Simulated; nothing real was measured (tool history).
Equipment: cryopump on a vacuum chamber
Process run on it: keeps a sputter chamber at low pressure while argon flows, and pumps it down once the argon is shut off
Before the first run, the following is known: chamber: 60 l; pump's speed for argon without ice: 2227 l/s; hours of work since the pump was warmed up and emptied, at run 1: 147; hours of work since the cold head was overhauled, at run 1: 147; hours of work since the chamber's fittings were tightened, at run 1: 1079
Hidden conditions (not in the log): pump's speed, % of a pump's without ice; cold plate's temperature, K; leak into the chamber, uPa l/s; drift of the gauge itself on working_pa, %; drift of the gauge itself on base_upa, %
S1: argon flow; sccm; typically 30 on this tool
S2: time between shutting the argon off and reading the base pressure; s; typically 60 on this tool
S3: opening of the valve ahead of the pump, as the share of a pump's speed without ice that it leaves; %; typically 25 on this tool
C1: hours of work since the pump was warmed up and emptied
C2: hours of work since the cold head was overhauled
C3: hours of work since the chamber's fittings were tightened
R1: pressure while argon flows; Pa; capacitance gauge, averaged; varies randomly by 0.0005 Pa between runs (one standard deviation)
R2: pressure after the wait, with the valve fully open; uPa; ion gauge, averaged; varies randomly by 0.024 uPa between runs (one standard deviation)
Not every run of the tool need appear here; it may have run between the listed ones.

run	hour	S1	S2	S3	C1	C2	C3	R1	R2
1	0	30	60	25	147	147	1079	0.0936	1.6
2	9	30	60	25	152	152	1084	0.0936	1.6
3	18	30	60	25	157	157	1089	0.0927	1.59
4	27.4	30	60	25	162	162	1094	0.0941	1.64
5	35.1	30	60	25	166	166	1098	0.0937	1.62
6	42.4	30	60	25	170	170	1102	0.0942	1.61
7	56.6	30	60	25	178	178	1110	0.0942	1.62
8	72.9	30	60	25	187	187	1118	0.0937	1.63
9	83.7	30	60	25	192	192	1124	0.0931	1.64
10	94.9	30	60	25	199	199	1130	0.0946	1.62
11	102.5	30	27	25	203	203	1134	0.0935	2.54
12	111.8	30	27	25	208	208	1139	0.0938	2.63
13	124.5	21	30	25	214	214	1146	0.0665	2.46
14	140.3	15	246	16	223	223	1155	0.0726	1.11
15	156.4	15	246	16	232	232	1163	0.0726	1.12
16	167.8	20	73	28	238	238	1170	0.0567	1.55
17	181.2	20	73	28	245	245	1177	0.0568	1.61
18	189.8	18	60	29	250	250	1181	0.0491	1.73
19	203.2	59	60	25	257	257	1189	0.1858	1.7
20	213.3	24	60	25	262	262	1194	0.0754	1.7

Consider 5 possible next runs. They are alternatives, not a sequence: every one starts from the tool as it was left by run 20. What does each give?
A	223.1	13	31	25	268	268	1199	?	?
B	223.1	52	45	48	268	268	1199	?	?
C	223.1	30	60	45	268	268	1199	?	?
D	223.1	30	60	19	268	268	1199	?	?
E	223.1	54	106	25	268	268	1199	?	?

run	R1	R2
A	0.0413	2.5
B	0.0881	1.98
C	0.0544	1.72
D	0.123	1.73
E	0.1707	1.36
Without the tool's hidden state the same runs would have given:
run	R1	R2
A	0.0397	1.65
B	0.0817	1.13
C	0.0508	0.89
D	0.1194	0.9
E	0.1641	0.53

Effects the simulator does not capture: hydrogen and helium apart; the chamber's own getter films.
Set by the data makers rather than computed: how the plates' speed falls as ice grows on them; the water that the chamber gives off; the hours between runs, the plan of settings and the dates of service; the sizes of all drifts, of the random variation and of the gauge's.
